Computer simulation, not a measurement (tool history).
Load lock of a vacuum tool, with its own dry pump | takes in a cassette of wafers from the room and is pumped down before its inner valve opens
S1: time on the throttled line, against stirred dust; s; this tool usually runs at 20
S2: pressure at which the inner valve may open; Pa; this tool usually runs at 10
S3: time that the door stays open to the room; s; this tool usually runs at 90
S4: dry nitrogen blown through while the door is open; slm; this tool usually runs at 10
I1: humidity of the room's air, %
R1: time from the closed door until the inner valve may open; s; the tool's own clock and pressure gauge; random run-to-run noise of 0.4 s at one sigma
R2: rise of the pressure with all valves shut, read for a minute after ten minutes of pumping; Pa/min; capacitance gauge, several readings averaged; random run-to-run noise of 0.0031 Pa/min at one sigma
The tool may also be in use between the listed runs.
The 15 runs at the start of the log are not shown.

| run | day | S1 | S2 | S3 | S4 | I1 | R1 | R2 |
|---|---|---|---|---|---|---|---|---|
| 16 | 334.454 | 20 | 10 | 181 | 10 | 45.4 | 44.6 | 0.503 |
| 17 | 352.842 | 20 | 10 | 181 | 10 | 45.6 | 44.6 | 0.53 |
| 18 | 366.762 | 20 | 10 | 181 | 10 | 42.9 | 45.2 | 0.52 |
| 19 | 394.846 | 37 | 8 | 33 | 7 | 43.1 | 58.1 | 0.481 |
| 20 | 422.917 | 13 | 10 | 90 | 5 | 47.5 | 39.5 | 0.558 |
| 21 | 451.892 | 24 | 10 | 90 | 11 | 42.2 | 48.3 | 0.546 |
| 22 | 466.925 | 26 | 10 | 90 | 11 | 44 | 49.9 | 0.549 |
| 23 | 497.458 | 26 | 10 | 90 | 11 | 40.2 | 49.7 | 0.577 |
| 24 | 524.192 | 26 | 10 | 90 | 9 | 44 | 49.3 | 0.602 |
| 25 | 547.467 | 30 | 9 | 90 | 10 | 46.6 | 54.5 | 0.615 |

What does the tool deliver on the next run?
| 26 | 568 | 30 | 18 | 168 | 13 | 42.5 | ? | ? |

Logged for run 26: R1 51 s, R2 0.641 Pa/min.
With the hidden condition absent and the run-to-run variation left alone, this run would have shown R1 49.3 s, R2 0.08 Pa/min.
